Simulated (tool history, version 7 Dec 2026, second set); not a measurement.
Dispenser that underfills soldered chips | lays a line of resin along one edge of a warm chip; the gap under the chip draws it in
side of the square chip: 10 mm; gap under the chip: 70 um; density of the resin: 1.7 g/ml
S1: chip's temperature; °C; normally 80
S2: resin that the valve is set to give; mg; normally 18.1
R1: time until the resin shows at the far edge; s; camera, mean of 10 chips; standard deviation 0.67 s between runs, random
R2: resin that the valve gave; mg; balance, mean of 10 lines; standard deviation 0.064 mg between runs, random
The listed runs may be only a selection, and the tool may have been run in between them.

{"run": 1, "day": 0.0, "S1": 80, "S2": 18.1, "R1": 60.3, "R2": 17.43}
{"run": 2, "day": 0.1, "S1": 80, "S2": 18.1, "R1": 66, "R2": 17.4}
{"run": 3, "day": 0.183, "S1": 80, "S2": 22.9, "R1": 69.8, "R2": 21.98}
{"run": 4, "day": 0.358, "S1": 80, "S2": 22.9, "R1": 78.5, "R2": 21.95}
{"run": 5, "day": 0.442, "S1": 80, "S2": 22.9, "R1": 84.1, "R2": 21.93}
{"day": 0.65, "done": "new syringe of resin"}
{"run": 6, "day": 0.654, "S1": 70, "S2": 21, "R1": 92, "R2": 20.18}

For run 7, what comes out?
{"run": 7, "day": 0.783, "S1": 70, "S2": 21, "R1": "?", "R2": "?"}

Logged for run 7: R1 103.8 s, R2 19.99 mg.
With no hidden state in the tool, this same run would have given R1 93.9 s, R2 20.93 mg.
